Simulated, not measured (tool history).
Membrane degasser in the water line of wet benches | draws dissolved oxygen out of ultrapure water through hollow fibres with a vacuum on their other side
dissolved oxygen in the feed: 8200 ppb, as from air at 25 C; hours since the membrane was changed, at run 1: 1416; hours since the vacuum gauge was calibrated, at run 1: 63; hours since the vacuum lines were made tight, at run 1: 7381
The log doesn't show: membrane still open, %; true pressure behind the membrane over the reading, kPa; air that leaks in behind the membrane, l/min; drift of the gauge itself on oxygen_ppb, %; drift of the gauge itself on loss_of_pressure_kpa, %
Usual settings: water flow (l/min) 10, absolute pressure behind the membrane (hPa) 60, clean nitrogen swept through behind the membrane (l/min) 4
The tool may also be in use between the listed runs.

| run | day | water flow (l/min) | absolute pressure behind the membrane (hPa) | clean nitrogen swept through behind the membrane (l/min) | hours since the membrane was changed | hours since the vacuum gauge was calibrated | hours since the vacuum lines were made tight | dissolved oxygen in the water behind the degasser (ppb) | pressure that the water loses in the fibres (hPa) |
|---|---|---|---|---|---|---|---|---|---|
| 1 | 0 | 10 | 60 | 4 | 1416 | 63 | 7381 | 55.8 | 671.6 |
| 2 | 6.746 | 13 | 60 | 4 | 1578 | 224 | 7542 | 86.3 | 876.6 |
| 3 | 11.825 | 13 | 60 | 4 | 1699 | 346 | 7664 | 85.6 | 873.7 |
|  | 13.862 | seals of the vacuum lines changed |
| 4 | 17.1 | 13 | 60 | 4 | 1824 | 471 | 78 | 84 | 872.2 |
| 5 | 24.9 | 13 | 60 | 4 | 2011 | 658 | 265 | 83.9 | 874.7 |
| 6 | 33.692 | 10 | 60 | 4 | 2222 | 869 | 476 | 56.4 | 676 |
| 7 | 40.488 | 10 | 60 | 3.13 | 2385 | 1032 | 639 | 61 | 674.6 |
| 8 | 48.8 | 10 | 60 | 2.87 | 2585 | 1232 | 839 | 63 | 676 |
| 9 | 57.288 | 10 | 60 | 4 | 2789 | 1435 | 1042 | 56.1 | 673.4 |
| 10 | 63.579 | 10 | 60 | 4 | 2940 | 1586 | 1193 | 56.3 | 670 |
| 11 | 69.683 | 10 | 79 | 4 | 3086 | 1733 | 1340 | 68.8 | 671.3 |
| 12 | 78.196 | 10 | 79 | 4.35 | 3290 | 1937 | 1544 | 65.4 | 670.8 |
| 13 | 86.442 | 10 | 79 | 4.35 | 3488 | 2135 | 1742 | 66.1 | 676.4 |
| 14 | 95.054 | 10 | 60 | 8.84 | 3695 | 2342 | 1949 | 47.7 | 674.4 |
| 15 | 101.679 | 14 | 45.9 | 8.84 | 3854 | 2501 | 2108 | 74.5 | 941.2 |
| 16 | 107.567 | 9 | 45.9 | 6.05 | 3995 | 2642 | 2249 | 37.6 | 607.4 |
| 17 | 116.567 | 10 | 56.7 | 4 | 4211 | 2858 | 2465 | 54.6 | 673.1 |
| 18 | 125.775 | 10 | 56.7 | 4 | 4432 | 3079 | 2686 | 54.3 | 671.7 |
| 19 | 132.346 | 7 | 56.7 | 5.16 | 4590 | 3237 | 2844 | 29.2 | 471.3 |
| 20 | 138.208 | 7 | 56.7 | 5.16 | 4731 | 3378 | 2984 | 29 | 471.4 |
| 21 | 142.788 | 7 | 56.7 | 5.16 | 4841 | 3487 | 3094 | 29 | 471 |
| 22 | 148.108 | 8 | 64.7 | 5.15 | 4968 | 3615 | 3222 | 38.1 | 537.2 |
| 23 | 156.817 | 7 | 90.9 | 1.91 | 5177 | 3824 | 3431 | 73.2 | 471.2 |
| 24 | 162.15 | 7 | 97.5 | 1.91 | 5305 | 3952 | 3559 | 77.4 | 470.4 |
| 25 | 166.179 | 7 | 97.5 | 1.91 | 5402 | 4049 | 3656 | 79.4 | 470.9 |

Forecast each of these 3 alternatives for the next run:
| A | 173.358 | 15 | 97.6 | 2.41 | 5574 | 4221 | 3828 | ? | ? |
| B | 173.358 | 7 | 97.5 | 7.68 | 5574 | 4221 | 3828 | ? | ? |
| C | 173.358 | 9 | 97.5 | 1.91 | 5574 | 4221 | 3828 | ? | ? |

| run | dissolved oxygen in the water behind the degasser (ppb) | pressure that the water loses in the fibres (hPa) |
|---|---|---|
| A | 172.9 | 1010.6 |
| B | 35.8 | 472.8 |
| C | 107.7 | 605.6 |
Without the tool's hidden state the same runs would have given:
| run | dissolved oxygen in the water behind the degasser (ppb) | pressure that the water loses in the fibres (hPa) |
|---|---|---|
| A | 172.8 | 1010.3 |
| B | 35.7 | 472.7 |
| C | 107.6 | 605.4 |
